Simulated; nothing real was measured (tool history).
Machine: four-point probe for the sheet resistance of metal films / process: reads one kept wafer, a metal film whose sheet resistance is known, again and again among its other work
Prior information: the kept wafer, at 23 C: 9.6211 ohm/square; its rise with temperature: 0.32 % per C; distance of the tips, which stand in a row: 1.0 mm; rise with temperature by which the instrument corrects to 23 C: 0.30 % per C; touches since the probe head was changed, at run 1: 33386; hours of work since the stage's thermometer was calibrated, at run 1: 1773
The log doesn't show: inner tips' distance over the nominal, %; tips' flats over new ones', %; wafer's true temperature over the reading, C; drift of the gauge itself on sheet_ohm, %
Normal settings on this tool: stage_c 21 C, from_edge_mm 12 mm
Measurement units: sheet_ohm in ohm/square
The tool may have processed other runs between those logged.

| run | hour | stage_c | from_edge_mm | touches since the probe head was changed | hours of work since the stage's thermometer was calibrated | sheet_ohm |
|---|---|---|---|---|---|---|
| 1 | 0.0 | 21 | 12 | 33386 | 1773 | 9.653009 |
| 2 | 38.3 | 23 | 12 | 34294 | 1803 | 9.656863 |
| 3 | 61.3 | 21 | 40 | 34837 | 1821 | 9.620475 |
| 4 | 111.4 | 21 | 24 | 36025 | 1860 | 9.625612 |
| 5 | 138.7 | 22 | 12 | 36670 | 1882 | 9.656808 |
| 6 | 169.5 | 22 | 12 | 37400 | 1906 | 9.652932 |
| 7 | 205.3 | 22 | 12 | 38248 | 1934 | 9.653279 |
| 8 | 239.2 | 22 | 12 | 39050 | 1961 | 9.659045 |
| 9 | 281.0 | 22 | 12 | 40039 | 1993 | 9.658322 |
| 10 | 327.0 | 22 | 12 | 41128 | 2029 | 9.655245 |
| 11 | 358.1 | 25 | 3 | 41864 | 2054 | 10.167213 |

For run 12, what comes out?
| 12 | 409.9 | 25 | 3 | 43091 | 2094 | ? |

{"run 12": {"sheet_ohm": 10.165491}}
Minus the tool's unlogged condition, the same run would have read sheet_ohm 10.165300 ohm/square.

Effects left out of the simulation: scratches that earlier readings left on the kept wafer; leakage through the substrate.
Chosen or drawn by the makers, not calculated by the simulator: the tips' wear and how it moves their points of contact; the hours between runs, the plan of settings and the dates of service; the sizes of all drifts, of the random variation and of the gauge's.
